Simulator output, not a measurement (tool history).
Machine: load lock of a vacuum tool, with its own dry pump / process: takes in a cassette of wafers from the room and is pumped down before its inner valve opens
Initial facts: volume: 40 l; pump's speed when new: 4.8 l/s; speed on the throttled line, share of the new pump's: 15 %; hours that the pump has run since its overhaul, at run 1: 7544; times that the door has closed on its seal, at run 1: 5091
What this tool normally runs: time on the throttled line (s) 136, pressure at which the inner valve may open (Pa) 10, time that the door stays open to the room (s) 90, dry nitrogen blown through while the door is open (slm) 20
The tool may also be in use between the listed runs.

run,hour,time on the throttled line (s),pressure at which the inner valve may open (Pa),time that the door stays open to the room (s),dry nitrogen blown through while the door is open (slm),hours that the pump has run since its overhaul,times that the door has closed on its seal,"incoming humidity of the room's air, %",time from the closed door until the inner valve may open (s),rise of the pressure with all valves shut (Pa/min)
1,0.0,136,10,90,20,7544,5091,43.5,200.3,0.054
2,194.4,136,10,90,20,7739,5723,44.9,201.1,0.057
3,350.7,136,10,90,20,7895,6231,41.6,201.7,0.061
4,492.2,136,10,90,20,8037,6691,47.4,199.0,0.061
5,771.6,136,10,90,20,8316,7599,45.7,201.8,0.066
6,1035.3,136,19,90,20,8580,8457,42.5,195.2,0.066
7,1328.1,136,19,90,25,8873,9409,43.2,195.0,0.068
8,1620.5,136,19,90,25,9165,10359,47.9,196.6,0.073
9,1802.1,136,19,90,25,9347,10950,46.9,194.1,0.079
10,2046.1,136,19,90,25,9591,11743,43.6,193.1,0.075
11,2297.2,136,19,90,25,9842,12559,42.3,195.4,0.080
12,2608.7,136,10,90,20,10153,13572,46.4,202.4,0.096
13,2921.8,136,18,90,20,10466,14590,43.1,198.2,0.100
14,3088.8,136,18,90,20,10633,15133,45.9,196.5,0.105
15,3406.7,136,18,90,20,10951,16166,44.6,197.8,0.108
16,3691.0,136,18,90,20,11235,17091,41.5,198.5,0.115
17,4016.5,136,10,90,22,11561,18149,43.8,204.3,0.119
18,4230.4,136,10,90,22,11775,18844,44.7,206.2,0.128
19,4511.2,136,16,90,6,12056,19757,45.7,199.2,0.143
20,4740.1,136,16,90,6,12285,20502,41.4,198.8,0.147
21,5063.6,136,10,90,16,12608,21553,44.0,208.2,0.153
22,5364.9,181,14,90,20,12909,22533,47.8,239.8,0.153
23,5680.9,181,14,90,20,13225,23560,45.1,242.5,0.162
24,5943.5,181,14,90,20,13488,24414,46.9,236.5,0.171
25,6093.3,136,11,96,11,13638,24901,44.9,206.4,0.182
26,6407.7,136,11,96,11,13952,25923,46.5,205.6,0.198
27,6659.2,74,10,111,20,14204,26741,45.2,155.6,0.211
28,6982.2,74,10,115,20,14527,27791,43.8,156.2,0.217
29,7289.6,74,10,115,20,14834,28790,45.4,157.4,0.230
# hour 7440.0: door's seal changed, seat wiped
30,7554.2,71,10,100,20,15097,371,46.1,156.9,0.050
31,7712.9,240,10,228,20,15256,887,43.1,292.3,0.073
32,7852.1,200,15,228,18,15395,1339,46.9,257.1,0.082
33,8124.1,200,15,228,18,15667,2224,44.7,257.7,0.087
34,8372.3,223,7,44,43,15915,3031,43.3,286.9,0.021
# hour 8476.3: dry pump taken out, an overhauled one fitted
35,8629.6,93,7,118,6,153,3848,44.2,159.6,0.076
36,8940.4,127,10,70,20,464,4858,45.4,186.9,0.051

Each row is a separate what-if for the run after 36, all from the same tool condition, not one after another. Results?
A,9255.1,136,10,62,18,779,5881,47.6,?,?
B,9255.1,136,18,198,8,779,5881,44.2,?,?
C,9255.1,136,17,61,6,779,5881,46.1,?,?

run,time from the closed door until the inner valve may open (s),rise of the pressure with all valves shut (Pa/min)
A,193.3,0.056
B,189.9,0.096
C,189.9,0.060
Had the tool no hidden state, the same runs would have come out as:
run,time from the closed door until the inner valve may open (s),rise of the pressure with all valves shut (Pa/min)
A,192.1,0.039
B,188.9,0.079
C,188.8,0.043
